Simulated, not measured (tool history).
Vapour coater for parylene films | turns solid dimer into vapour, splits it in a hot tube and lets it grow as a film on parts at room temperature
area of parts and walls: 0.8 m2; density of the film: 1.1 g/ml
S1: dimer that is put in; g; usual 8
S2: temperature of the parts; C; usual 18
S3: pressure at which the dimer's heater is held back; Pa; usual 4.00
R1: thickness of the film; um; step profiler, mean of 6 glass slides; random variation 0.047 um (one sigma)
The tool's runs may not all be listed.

run	hour	S1	S2	S3	R1
1	0.0	8	18	4.00	5.74
2	29.9	8	18	4.00	5.73
3	54.0	8	18	4.00	5.71
4	84.9	8	18	4.00	5.78
5	113.2	8	18	4.00	5.77
6	144.1	6	18	4.00	4.25
7	163.2	8	18	6.67	5.41
8	181.9	8	18	2.29	6.08
9	208.5	8	18	2.29	6.03
10	230.6	9	18	2.29	6.78
11	256.3	9	18	2.29	6.66
12	285.7	9	18	2.29	6.81
13	298.7	9	18	2.29	6.80
14	314.1	9	18	2.29	6.69
15	343.4	6	16	2.13	4.70
16	370.6	14	15	3.95	10.37
17	387.8	8	18	3.66	5.62
18	405.6	8	18	4.49	5.48
19	432.2	8	18	10.60	5.00
20	445.7	12	12	5.99	9.10
21	471.4	3	12	7.40	2.24
22	501.9	4	12	4.52	3.15
23	521.4	4	12	4.52	3.13
24	541.7	6	13	4.02	4.72

Forecast each of these 3 alternatives for the next run:
A	569.9	10	19	2.38	?
B	569.9	6	12	4.02	?
C	569.9	4	17	7.91	?

run	R1
A	7.12
B	4.79
C	2.61
Without the tool's hidden state the same runs would have given:
run	R1
A	7.65
B	5.15
C	2.81

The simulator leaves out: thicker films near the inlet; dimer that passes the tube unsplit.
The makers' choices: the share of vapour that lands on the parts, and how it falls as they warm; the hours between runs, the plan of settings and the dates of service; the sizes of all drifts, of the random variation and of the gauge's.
